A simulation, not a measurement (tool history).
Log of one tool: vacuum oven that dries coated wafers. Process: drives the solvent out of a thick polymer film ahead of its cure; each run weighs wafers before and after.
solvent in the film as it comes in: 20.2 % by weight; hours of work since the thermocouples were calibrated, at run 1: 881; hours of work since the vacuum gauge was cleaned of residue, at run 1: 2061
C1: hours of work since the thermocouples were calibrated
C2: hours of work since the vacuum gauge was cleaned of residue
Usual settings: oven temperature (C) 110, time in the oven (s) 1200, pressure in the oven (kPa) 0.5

Run 1, day 0: usual settings; C1 881; C2 2061. Result: solvent left in the film (%) 1.28.
Run 2, day 2.796: usual settings but time in the oven (s) 1620; C1 934; C2 2114. Result: solvent left in the film (%) 0.72.
Run 3, day 5.821: usual settings but time in the oven (s) 1620; C1 991; C2 2171. Result: solvent left in the film (%) 0.81.
Run 4, day 9.467: usual settings; C1 1060; C2 2240. Result: solvent left in the film (%) 1.26.
Run 5, day 13.312: usual settings; C1 1133; C2 2313. Result: solvent left in the film (%) 1.22.
Run 6, day 16.208: usual settings; C1 1188; C2 2368. Result: solvent left in the film (%) 1.16.
Run 7, day 18.471: usual settings; C1 1230; C2 2411. Result: solvent left in the film (%) 1.23.
Run 8, day 22.492: usual settings; C1 1306; C2 2487. Result: solvent left in the film (%) 1.25.
At day 22.825: vacuum gauge cleaned of residue and calibrated.
Run 9, day 25.117: usual settings; C1 1355; C2 43. Result: solvent left in the film (%) 1.41.
At day 25.821: oven's thermocouples calibrated.
Run 10, day 28.5: usual settings but oven temperature (C) 107; C1 51; C2 106. Result: solvent left in the film (%) 1.94.
Run 11, day 31.829: usual settings; C1 114; C2 169. Result: solvent left in the film (%) 1.67.
Run 12, day 34.071: usual settings but oven temperature (C) 98; C1 156; C2 211. Result: solvent left in the film (%) 3.43.
At day 36.196: vacuum gauge cleaned of residue and calibrated, once more.
Run 13, day 37.221: usual settings but oven temperature (C) 98; C1 214; C2 19. Result: solvent left in the film (%) 2.47.
Run 14, day 39.925: usual settings but oven temperature (C) 98; C1 265; C2 71. Result: solvent left in the film (%) 2.47.
Run 15, day 42.167: usual settings but oven temperature (C) 98, time in the oven (s) 1920, pressure in the oven (kPa) 0.851; C1 308; C2 113. Result: solvent left in the film (%) 1.18.
Run 16, day 44.654: usual settings but oven temperature (C) 98, time in the oven (s) 1080; C1 355; C2 160. Result: solvent left in the film (%) 2.93.
Run 17, day 46.879: usual settings but oven temperature (C) 98, time in the oven (s) 1440, pressure in the oven (kPa) 1.123; C1 397; C2 202. Result: solvent left in the film (%) 2.21.
Run 18, day 50.9: usual settings but time in the oven (s) 720, pressure in the oven (kPa) 1.42; C1 473; C2 278. Result: solvent left in the film (%) 2.96.
Run 19, day 52.629: usual settings but oven temperature (C) 103, time in the oven (s) 960, pressure in the oven (kPa) 0.394; C1 506; C2 311. Result: solvent left in the film (%) 2.58.
Run 20, day 56.271: usual settings but oven temperature (C) 112, time in the oven (s) 1620, pressure in the oven (kPa) 1.299; C1 575; C2 380. Result: solvent left in the film (%) 0.76.
Run 21, day 59.808: usual settings but oven temperature (C) 112, time in the oven (s) 1620, pressure in the oven (kPa) 1.299; C1 641; C2 446. Result: solvent left in the film (%) 0.74.
Run 22, day 62.388: usual settings but oven temperature (C) 95, time in the oven (s) 600, pressure in the oven (kPa) 1.043; C1 690; C2 495. Result: solvent left in the film (%) 7.02.
Run 23, day 65.825: usual settings but oven temperature (C) 95, time in the oven (s) 600, pressure in the oven (kPa) 1.043; C1 755; C2 560. Result: solvent left in the film (%) 7.2.

4 ways to go on from here, each from the tool as it stands after run 23. What would each give?
Run A, day 69.504: usual settings but oven temperature (C) 107, time in the oven (s) 600, pressure in the oven (kPa) 1.043; C1 825; C2 630. Result: solvent left in the film (%) ?.
Run B, day 69.504: usual settings but oven temperature (C) 102, time in the oven (s) 600, pressure in the oven (kPa) 1.043; C1 825; C2 630. Result: solvent left in the film (%) ?.
Run C, day 69.504: usual settings but oven temperature (C) 103, time in the oven (s) 960, pressure in the oven (kPa) 0.302; C1 825; C2 630. Result: solvent left in the film (%) ?.
Run D, day 69.504: usual settings but oven temperature (C) 117, pressure in the oven (kPa) 0.756; C1 825; C2 630. Result: solvent left in the film (%) ?.

run  solvent left in the film (%)
  A                          4.33
  B                          5.44
  C                          2.39
  D                          0.55
Without the tool's hidden state the same runs would have given:
run  solvent left in the film (%)
  A                          4.42
  B                          5.54
  C                          2.42
  D                          0.51
